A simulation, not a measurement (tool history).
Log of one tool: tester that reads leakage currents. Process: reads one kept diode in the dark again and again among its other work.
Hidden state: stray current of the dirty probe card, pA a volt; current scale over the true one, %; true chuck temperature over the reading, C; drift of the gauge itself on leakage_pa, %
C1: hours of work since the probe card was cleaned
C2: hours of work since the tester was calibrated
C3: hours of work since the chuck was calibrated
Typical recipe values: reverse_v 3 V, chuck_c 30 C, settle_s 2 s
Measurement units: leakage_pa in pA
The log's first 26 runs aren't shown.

Run 27, day 41.725: usual settings but reverse_v 15.04 V, chuck_c 26 C, settle_s 0.54 s; C1 2483; C2 925; C3 327. Result: leakage_pa 284.18 pA.
Run 28, day 43.204: usual settings but reverse_v 6.29 V, settle_s 6.97 s; C1 2511; C2 953; C3 355. Result: leakage_pa 244.79 pA.
Run 29, day 44.817: usual settings but reverse_v 18.75 V, chuck_c 24 C, settle_s 0.31 s; C1 2542; C2 984; C3 386. Result: leakage_pa 285.51 pA.
Run 30, day 46.433: usual settings but reverse_v 1.99 V; C1 2573; C2 1015; C3 417. Result: leakage_pa 149.02 pA.
Run 31, day 48.492: usual settings but reverse_v 10.4 V, chuck_c 28 C, settle_s 0.32 s; C1 2612; C2 1054; C3 456. Result: leakage_pa 276.23 pA.
Run 32, day 49.788: usual settings but reverse_v 10.4 V, chuck_c 28 C, settle_s 0.32 s; C1 2637; C2 1079; C3 481. Result: leakage_pa 275.54 pA.
Run 33, day 51.475: usual settings but reverse_v 14.91 V, chuck_c 27 C, settle_s 1.35 s; C1 2669; C2 1111; C3 514. Result: leakage_pa 292.75 pA.
Run 34, day 52.95: usual settings but reverse_v 14.91 V, chuck_c 27 C, settle_s 1.35 s; C1 2697; C2 1139; C3 542. Result: leakage_pa 292.38 pA.
Run 35, day 54.954: usual settings but reverse_v 7.09 V, chuck_c 37 C, settle_s 0.47 s; C1 2736; C2 1178; C3 580. Result: leakage_pa 417.06 pA.
Run 36, day 56.138: usual settings but reverse_v 7.09 V, chuck_c 37 C, settle_s 0.47 s; C1 2758; C2 1200; C3 603. Result: leakage_pa 417.2 pA.
Run 37, day 58.221: usual settings but chuck_c 47 C, settle_s 7.43 s; C1 2798; C2 1240; C3 643. Result: leakage_pa 558.72 pA.

Below are 3 alternative next runs, each starting from the tool's condition after run 37. Predict each:
Run A, day 60.046: usual settings but settle_s 4.13 s; C1 2833; C2 1275; C3 678. Result: leakage_pa ?.
Run B, day 60.046: usual settings but reverse_v 7.03 V, chuck_c 32 C, settle_s 0.7 s; C1 2833; C2 1275; C3 678. Result: leakage_pa ?.
Run C, day 60.046: usual settings but chuck_c 24 C, settle_s 2.95 s; C1 2833; C2 1275; C3 678. Result: leakage_pa ?.

run  leakage_pa
  A      173.25
  B      289.66
  C      111.86
With the hidden condition removed and each run's random variation left untouched, the same runs would have given:
run  leakage_pa
  A      180.45
  B      297.45
  C      114.82
